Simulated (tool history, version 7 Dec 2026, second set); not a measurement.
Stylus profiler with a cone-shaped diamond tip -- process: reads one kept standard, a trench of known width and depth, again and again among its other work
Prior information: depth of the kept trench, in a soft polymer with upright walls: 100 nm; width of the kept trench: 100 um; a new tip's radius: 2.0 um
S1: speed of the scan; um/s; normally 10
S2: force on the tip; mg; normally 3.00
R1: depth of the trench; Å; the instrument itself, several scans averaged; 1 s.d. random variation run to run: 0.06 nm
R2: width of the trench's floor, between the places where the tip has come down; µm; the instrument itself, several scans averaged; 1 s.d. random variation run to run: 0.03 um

run,hour,S1,S2,R1,R2
1,0.0,10,3.00,1011.5,98.38
2,18.7,10,2.91,1011.9,98.36
3,29.6,10,2.91,1012.5,98.39
4,38.6,10,3.00,1012.3,98.43
5,50.5,10,3.00,1012.0,98.37
6,64.3,10,3.00,1012.5,98.44
7,74.1,10,3.00,1012.7,98.38
8,89.7,10,3.00,1010.9,98.38
9,97.6,10,3.00,1011.8,98.40
10,113.8,10,3.00,1012.4,98.31
11,132.6,10,3.00,1011.6,98.37
12,142.4,10,3.00,1010.7,98.33
13,158.2,10,3.00,1012.4,98.33
14,175.3,10,3.00,1012.8,98.35
15,183.2,10,3.00,1012.0,98.33
16,198.0,23,3.00,1011.8,98.30
17,205.9,7,3.00,1011.9,98.31
18,223.3,7,3.00,1011.9,98.38
19,236.6,7,3.00,1012.2,98.29
# hour 238.0: height scale calibrated on a step standard
20,245.9,7,1.12,1008.8,98.34
21,265.1,6,3.97,1014.9,98.36
22,273.8,3,1.33,1009.9,98.34
23,291.0,4,3.91,1015.6,98.34
# hour 303.2: height scale calibrated on a step standard, once more
24,308.1,10,1.83,1006.2,98.30

For run 25, what comes out?
25,326.0,36,2.13,?,?

For run 25 the tool returned R1 1007.4 Å, R2 98.20 µm.
On a tool with no hidden condition, and with the same random variation, this run would have come out at R1 1007.2 Å, R2 98.61 µm.
